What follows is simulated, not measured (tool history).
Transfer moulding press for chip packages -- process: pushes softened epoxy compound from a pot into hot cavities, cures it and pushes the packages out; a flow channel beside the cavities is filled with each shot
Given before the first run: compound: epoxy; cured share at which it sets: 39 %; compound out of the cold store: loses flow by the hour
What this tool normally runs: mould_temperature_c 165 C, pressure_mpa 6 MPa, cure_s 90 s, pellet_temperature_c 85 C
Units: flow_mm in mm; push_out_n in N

run,hour,mould_temperature_c,pressure_mpa,cure_s,pellet_temperature_c,incoming compound's hours out of the cold store,flow_mm,push_out_n
1,0,165,6,90,85,47.2,733,343
2,53.8,165,6,90,85,8.8,785,643
# hour 86.2: cavities cleaned with cleaning compound and waxed
3,118,165,6,120,85,11.2,783,394
# hour 173.3: cavities cleaned with cleaning compound and waxed
4,208.6,165,6,120,85,12.7,748,406
# hour 258.5: cavities cleaned with cleaning compound and waxed
# hour 274.1: plunger's sealing rings changed
5,293.7,158,6,90,85,20.3,795,876
# hour 348: cavities cleaned with cleaning compound and waxed
6,382.3,165,6,90,85,26.2,755,546
# hour 440.9: cavities cleaned with cleaning compound and waxed
7,447.4,165,6,90,85,10.6,786,426
# hour 525.8: cavities cleaned with cleaning compound and waxed
8,528.3,165,6,90,85,14.6,765,388
9,604.6,165,6,90,85,35.5,720,681
# hour 613: cavities cleaned with cleaning compound and waxed
# hour 691.6: plunger's sealing rings changed
10,691.6,165,6,90,85,37,746,694
# hour 707.4: cavities cleaned with cleaning compound and waxed
# hour 777.9: mould's thermocouples calibrated
11,785.4,165,6,90,85,16.4,776,684
# hour 799.9: cavities cleaned with cleaning compound and waxed
12,833,165,6,103,85,46.8,708,432
# hour 888.1: cavities cleaned with cleaning compound and waxed
13,921.8,165,6,103,85,39.3,729,429
# hour 980.9: cavities cleaned with cleaning compound and waxed
14,994.2,165,6,103,85,36.5,717,355
# hour 1068.8: cavities cleaned with cleaning compound and waxed
15,1095.7,165,6,103,85,22,740,425
# hour 1114.4: plunger's sealing rings changed
# hour 1163.4: cavities cleaned with cleaning compound and waxed
16,1184.9,165,6,103,85,28.3,754,404
# hour 1248.1: cavities cleaned with cleaning compound and waxed
17,1273.8,165,6,105,85,41,723,430
# hour 1336.9: cavities cleaned with cleaning compound and waxed
18,1341.3,164,4.58,90,87,45.7,613,402
# hour 1422.4: cavities cleaned with cleaning compound and waxed
19,1434.7,164,4.58,95,87,12.9,664,441
# hour 1511: cavities cleaned with cleaning compound and waxed
20,1516.7,164,4.58,108,87,14.4,652,318
# hour 1533.2: plunger's sealing rings changed
# hour 1605.3: cavities cleaned with cleaning compound and waxed
21,1605.3,164,4.58,108,78,27.8,656,287
22,1677.7,164,4.58,108,78,25.9,666,533
# hour 1696.3: cavities cleaned with cleaning compound and waxed
23,1777.5,167,6,90,85,16,755,626
# hour 1786: cavities cleaned with cleaning compound and waxed
# hour 1871.4: cavities cleaned with cleaning compound and waxed
24,1873.8,167,5.61,90,85,45.2,677,334
# hour 1884.3: mould's thermocouples calibrated
# hour 1955.8: plunger's sealing rings changed
# hour 1966.8: cavities cleaned with cleaning compound and waxed
25,1976.3,165,6.72,73,85,47.8,774,620
# hour 2054.8: cavities cleaned with cleaning compound and waxed
26,2062.6,165,6.72,73,85,46.6,756,601
# hour 2141.3: cavities cleaned with cleaning compound and waxed
27,2151.4,165,5,99,79,39.7,674,355

Branching from run 27: 3 alternative next runs. What would each branch give?
A,2215.2,165,6,90,83,45.5,?,?
B,2215.2,165,6,102,91,12.3,?,?
C,2215.2,159,5.51,99,79,35.6,?,?

run,flow_mm,push_out_n
A,707,628
B,770,526
C,704,796
With the hidden condition removed and each run's random variation left untouched, the same runs would have given:
run,flow_mm,push_out_n
A,735,333
B,801,279
C,733,420

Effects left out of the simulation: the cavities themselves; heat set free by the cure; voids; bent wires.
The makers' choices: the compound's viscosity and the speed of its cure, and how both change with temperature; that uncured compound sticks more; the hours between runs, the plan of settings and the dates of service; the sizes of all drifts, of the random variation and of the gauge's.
